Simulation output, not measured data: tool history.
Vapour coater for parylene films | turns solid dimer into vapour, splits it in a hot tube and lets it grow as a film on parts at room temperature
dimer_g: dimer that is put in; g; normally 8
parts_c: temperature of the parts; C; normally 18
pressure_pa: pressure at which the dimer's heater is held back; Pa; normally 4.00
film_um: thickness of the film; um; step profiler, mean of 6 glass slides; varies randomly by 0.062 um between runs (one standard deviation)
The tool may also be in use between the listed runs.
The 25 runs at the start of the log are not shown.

| run | hour | dimer_g | parts_c | pressure_pa | film_um |
|---|---|---|---|---|---|
| 26 | 568.0 | 4 | 18 | 9.03 | 2.76 |
| 27 | 596.0 | 14 | 17 | 4.00 | 11.63 |
|  | 599.4 | table's thermometer calibrated |
| 28 | 627.4 | 14 | 17 | 4.00 | 11.74 |
| 29 | 642.5 | 14 | 12 | 4.00 | 13.51 |
| 30 | 661.9 | 3 | 26 | 4.00 | 1.87 |
|  | 673.6 | trap's valve overhauled |
| 31 | 700.5 | 4 | 15 | 4.00 | 4.07 |
| 32 | 720.3 | 4 | 15 | 4.00 | 4.07 |
| 33 | 755.7 | 13 | 14 | 5.77 | 12.63 |
|  | 772.3 | table's thermometer calibrated, once more |
| 34 | 790.6 | 13 | 14 | 5.77 | 12.51 |
| 35 | 818.2 | 13 | 14 | 5.77 | 12.25 |
| 36 | 834.0 | 13 | 10 | 4.00 | 14.25 |
| 37 | 853.5 | 4 | 18 | 3.63 | 3.68 |
| 38 | 874.1 | 5 | 16 | 2.72 | 5.10 |
| 39 | 897.1 | 5 | 16 | 2.72 | 5.15 |
| 40 | 924.8 | 10 | 21 | 2.72 | 8.82 |
| 41 | 939.3 | 10 | 21 | 2.72 | 8.82 |
| 42 | 957.1 | 10 | 15 | 3.11 | 10.29 |
| 43 | 972.7 | 8 | 18 | 9.72 | 5.91 |
| 44 | 1005.2 | 8 | 18 | 9.72 | 5.99 |
| 45 | 1032.0 | 8 | 18 | 9.72 | 5.92 |
| 46 | 1066.1 | 8 | 18 | 7.06 | 6.28 |

4 ways to go on from here, each from the tool as it stands after run 46. What would each give?
| A | 1080.4 | 4 | 17 | 8.55 | ? |
| B | 1080.4 | 8 | 18 | 7.06 | ? |
| C | 1080.4 | 6 | 23 | 9.38 | ? |
| D | 1080.4 | 4 | 11 | 4.00 | ? |

| run | film_um |
|---|---|
| A | 3.07 |
| B | 6.27 |
| C | 3.71 |
| D | 4.22 |
Take away the tool's hidden state, keep each run's random variation, and the runs would have read:
| run | film_um |
|---|---|
| A | 3.22 |
| B | 6.56 |
| C | 3.88 |
| D | 4.44 |

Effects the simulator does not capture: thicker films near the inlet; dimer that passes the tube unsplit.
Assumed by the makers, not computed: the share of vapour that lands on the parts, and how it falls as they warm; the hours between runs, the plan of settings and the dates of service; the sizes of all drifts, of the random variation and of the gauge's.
